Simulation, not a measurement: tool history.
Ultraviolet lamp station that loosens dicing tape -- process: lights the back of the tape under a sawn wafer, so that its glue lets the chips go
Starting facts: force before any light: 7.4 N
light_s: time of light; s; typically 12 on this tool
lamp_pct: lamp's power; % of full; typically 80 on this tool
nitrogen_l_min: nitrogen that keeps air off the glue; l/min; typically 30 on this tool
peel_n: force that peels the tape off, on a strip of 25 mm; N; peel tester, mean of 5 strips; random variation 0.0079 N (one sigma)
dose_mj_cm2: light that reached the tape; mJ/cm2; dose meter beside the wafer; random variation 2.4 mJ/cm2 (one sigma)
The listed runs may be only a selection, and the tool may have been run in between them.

| run | hour | light_s | lamp_pct | nitrogen_l_min | peel_n | dose_mj_cm2 |
|---|---|---|---|---|---|---|
| 1 | 0.0 | 12 | 80 | 30 | 0.387 | 229 |
| 2 | 7.4 | 12 | 80 | 30 | 0.386 | 225 |
| 3 | 18.1 | 24 | 80 | 30 | 0.195 | 451 |
| 4 | 24.4 | 18 | 80 | 30 | 0.199 | 341 |
| 5 | 29.0 | 12 | 80 | 30 | 0.381 | 221 |
| 6 | 39.2 | 12 | 80 | 30 | 0.396 | 221 |
| 7 | 45.9 | 12 | 80 | 30 | 0.392 | 223 |
| 8 | 53.9 | 9 | 80 | 30 | 0.710 | 165 |
| 9 | 63.0 | 9 | 80 | 30 | 0.713 | 165 |
| 10 | 69.2 | 12 | 80 | 30 | 0.392 | 223 |
| 11 | 74.2 | 12 | 80 | 30 | 0.420 | 219 |
| 12 | 82.5 | 12 | 80 | 30 | 0.396 | 219 |
| 13 | 92.8 | 12 | 80 | 30 | 0.425 | 216 |
| 14 | 98.2 | 12 | 80 | 30 | 0.403 | 219 |
| 15 | 109.0 | 12 | 80 | 30 | 0.424 | 214 |
| 16 | 116.5 | 12 | 80 | 35 | 0.374 | 216 |
| 17 | 124.1 | 24 | 80 | 12 | 0.238 | 425 |
| 18 | 128.6 | 12 | 73 | 30 | 0.527 | 195 |
| 19 | 137.3 | 10 | 62 | 22 | 1.232 | 134 |
| 20 | 141.8 | 10 | 62 | 22 | 1.198 | 135 |
| 21 | 148.7 | 15 | 71 | 30 | 0.343 | 232 |
| 22 | 155.2 | 21 | 80 | 17 | 0.237 | 367 |
| 23 | 160.0 | 21 | 80 | 17 | 0.236 | 368 |
| 24 | 164.9 | 23 | 86 | 17 | 0.208 | 437 |
| 25 | 173.4 | 23 | 86 | 22 | 0.193 | 430 |
| 26 | 181.3 | 10 | 67 | 32 | 0.867 | 144 |
| 27 | 189.3 | 11 | 68 | 45 | 0.562 | 164 |
|  | 192.2 | window cleaned of glue's vapour |
| 28 | 199.3 | 11 | 68 | 45 | 0.429 | 187 |

5 ways to go on from here, each from the tool as it stands after run 28. What would each give?
| A | 208.6 | 11 | 96 | 45 | ? | ? |
| B | 208.6 | 18 | 83 | 30 | ? | ? |
| C | 208.6 | 22 | 80 | 30 | ? | ? |
| D | 208.6 | 14 | 67 | 12 | ? | ? |
| E | 208.6 | 9 | 73 | 45 | ? | ? |

| run | peel_n | dose_mj_cm2 |
|---|---|---|
| A | 0.228 | 263 |
| B | 0.202 | 368 |
| C | 0.189 | 440 |
| D | 0.727 | 230 |
| E | 0.582 | 160 |
With no hidden state in the tool, these same runs would have given:
| run | peel_n | dose_mj_cm2 |
|---|---|---|
| A | 0.208 | 284 |
| B | 0.194 | 397 |
| C | 0.186 | 475 |
| D | 0.623 | 248 |
| E | 0.499 | 173 |
